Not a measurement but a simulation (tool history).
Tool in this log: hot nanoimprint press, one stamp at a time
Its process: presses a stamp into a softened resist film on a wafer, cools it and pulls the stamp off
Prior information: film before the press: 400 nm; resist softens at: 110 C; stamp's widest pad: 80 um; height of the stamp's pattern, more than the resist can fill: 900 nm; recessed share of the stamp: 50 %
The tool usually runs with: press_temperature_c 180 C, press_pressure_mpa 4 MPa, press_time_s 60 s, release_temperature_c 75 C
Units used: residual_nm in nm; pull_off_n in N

run   hour  press_temperature_c  press_pressure_mpa  press_time_s  release_temperature_c  residual_nm  pull_off_n
  1      0                  180                   4            60                     75        198.7         209
  2    9.1                  180                   4            60                     75          200         214
  3   15.5                  180                   4            60                     75        200.1         211
  4   22.9                  180                   4            60                     66          201         261
  5   30.5                  180                   4            60                     66        199.6         266
  6   40.2                  173                   4            60                     66        256.1         266
  7   48.7                  173                   4            60                     66        256.3         262
  8   60.1                  180                3.87            91                     75          175         213
  9   69.2                  174                3.44            31                     75        308.1         212
 10   77.7                  189                3.44            39                     75        182.6         217
 11   86.4                  189                3.44            39                     75        181.9         217
 12   96.7                  184                   4           106                     63          139         285
 13  107.7                  182                   4           106                     66        150.9         264
 14  114.3                  180                3.86            60                     80        206.3         186

Branching from run 14: 4 alternative next runs. What would each branch give?
  A  125.3                  180                   4            60                     64            ?           ?
  B  125.3                  176                   4            60                     75            ?           ?
  C  125.3                  185                3.35            60                     75            ?           ?
  D  125.3                  180                4.91            60                     81            ?           ?

run  residual_nm  pull_off_n
  A        199.8         288
  B        232.3         218
  C        182.9         214
  D        183.7         181
Take away the tool's hidden state, keep each run's random variation, and the runs would have read:
run  residual_nm  pull_off_n
  A        193.4         257
  B        225.3         194
  C        177.2         191
  D        177.4         160

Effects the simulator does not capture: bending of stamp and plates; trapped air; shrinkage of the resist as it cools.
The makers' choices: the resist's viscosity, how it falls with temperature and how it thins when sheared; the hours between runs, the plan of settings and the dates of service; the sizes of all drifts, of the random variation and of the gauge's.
